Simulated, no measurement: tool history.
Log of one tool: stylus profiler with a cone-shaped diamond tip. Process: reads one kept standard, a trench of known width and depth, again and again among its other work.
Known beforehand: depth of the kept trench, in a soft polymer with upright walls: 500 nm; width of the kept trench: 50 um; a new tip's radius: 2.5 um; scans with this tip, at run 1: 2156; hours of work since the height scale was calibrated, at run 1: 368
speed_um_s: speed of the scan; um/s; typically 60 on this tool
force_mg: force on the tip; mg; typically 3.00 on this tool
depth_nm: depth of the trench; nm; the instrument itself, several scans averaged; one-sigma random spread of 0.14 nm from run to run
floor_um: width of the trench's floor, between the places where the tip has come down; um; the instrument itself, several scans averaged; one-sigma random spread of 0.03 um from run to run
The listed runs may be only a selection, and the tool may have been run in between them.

| run | hour | speed_um_s | force_mg | scans with this tip | hours of work since the height scale was calibrated | depth_nm | floor_um |
|---|---|---|---|---|---|---|---|
| 1 | 0.0 | 60 | 3.00 | 2156 | 368 | 504.89 | 46.50 |
| 2 | 7.4 | 60 | 3.00 | 2191 | 374 | 504.64 | 46.43 |
| 3 | 23.3 | 60 | 3.00 | 2265 | 387 | 505.03 | 46.44 |
| 4 | 39.5 | 60 | 3.00 | 2340 | 399 | 504.82 | 46.45 |
| 5 | 48.7 | 60 | 3.00 | 2383 | 407 | 504.86 | 46.44 |
| 6 | 59.4 | 60 | 3.00 | 2433 | 415 | 505.04 | 46.45 |
| 7 | 69.2 | 60 | 3.00 | 2479 | 423 | 504.65 | 46.39 |
| 8 | 85.2 | 60 | 3.00 | 2554 | 436 | 504.95 | 46.41 |
| 9 | 94.2 | 60 | 2.13 | 2595 | 443 | 503.70 | 46.38 |
| 10 | 105.2 | 60 | 2.13 | 2647 | 452 | 503.44 | 46.39 |
| 11 | 121.7 | 60 | 2.13 | 2723 | 465 | 503.62 | 46.34 |
| 12 | 129.4 | 46 | 3.00 | 2759 | 471 | 504.79 | 46.50 |
| 13 | 137.5 | 46 | 3.00 | 2797 | 477 | 504.96 | 46.48 |
| 14 | 151.8 | 60 | 3.00 | 2864 | 489 | 505.03 | 46.38 |
|  | 153.1 | height scale calibrated on a step standard |
| 15 | 159.8 | 178 | 3.00 | 2899 | 5 | 504.87 | 45.82 |
| 16 | 173.2 | 178 | 3.00 | 2961 | 16 | 504.73 | 45.77 |
| 17 | 184.9 | 178 | 3.00 | 3016 | 25 | 504.61 | 45.80 |
| 18 | 200.3 | 47 | 2.57 | 3087 | 38 | 504.28 | 46.38 |
| 19 | 208.7 | 17 | 1.10 | 3127 | 44 | 502.03 | 46.45 |
|  | 216.3 | height scale calibrated on a step standard, once more |
| 20 | 220.6 | 107 | 1.10 | 3180 | 3 | 502.78 | 45.71 |
| 21 | 232.3 | 80 | 6.25 | 3234 | 13 | 508.50 | 46.38 |
| 22 | 248.1 | 80 | 6.25 | 3308 | 25 | 508.45 | 46.38 |
| 23 | 255.7 | 70 | 1.31 | 3343 | 31 | 503.32 | 46.14 |
| 24 | 269.7 | 17 | 1.26 | 3408 | 42 | 503.00 | 46.57 |
| 25 | 278.7 | 17 | 1.26 | 3451 | 50 | 502.92 | 46.54 |
| 26 | 286.1 | 17 | 2.78 | 3485 | 56 | 504.83 | 46.47 |
| 27 | 296.4 | 17 | 2.78 | 3533 | 64 | 504.88 | 46.54 |
| 28 | 305.4 | 41 | 6.54 | 3575 | 71 | 508.81 | 46.52 |
| 29 | 314.9 | 105 | 1.00 | 3619 | 78 | 502.37 | 45.67 |
| 30 | 324.2 | 45 | 1.83 | 3663 | 86 | 503.83 | 46.29 |
| 31 | 336.3 | 45 | 1.83 | 3719 | 95 | 503.57 | 46.33 |

Hidden state at the last listed run before each entry between runs and at the first one after, where it differs:
In the gap between runs 14 and 15: height scale calibrated on a step standard (hour 153.1)
  radius of the tip, um: 2.97 -> 2.98; height scale over the true one, %: -0.072 -> -0.084
  measured value less the no-hidden-state value, depth_nm: -0.36 -> -0.42 nm; floor_um: -0.30 -> -0.30 um
In the gap between runs 19 and 20: height scale calibrated on a step standard, once more (hour 216.3)
  radius of the tip, um: 3.01 -> 3.02; height scale over the true one, %: -0.092 -> 0.027
  measured value less the no-hidden-state value, depth_nm: -0.46 -> +0.14 nm; floor_um: -0.33 -> -0.33 um

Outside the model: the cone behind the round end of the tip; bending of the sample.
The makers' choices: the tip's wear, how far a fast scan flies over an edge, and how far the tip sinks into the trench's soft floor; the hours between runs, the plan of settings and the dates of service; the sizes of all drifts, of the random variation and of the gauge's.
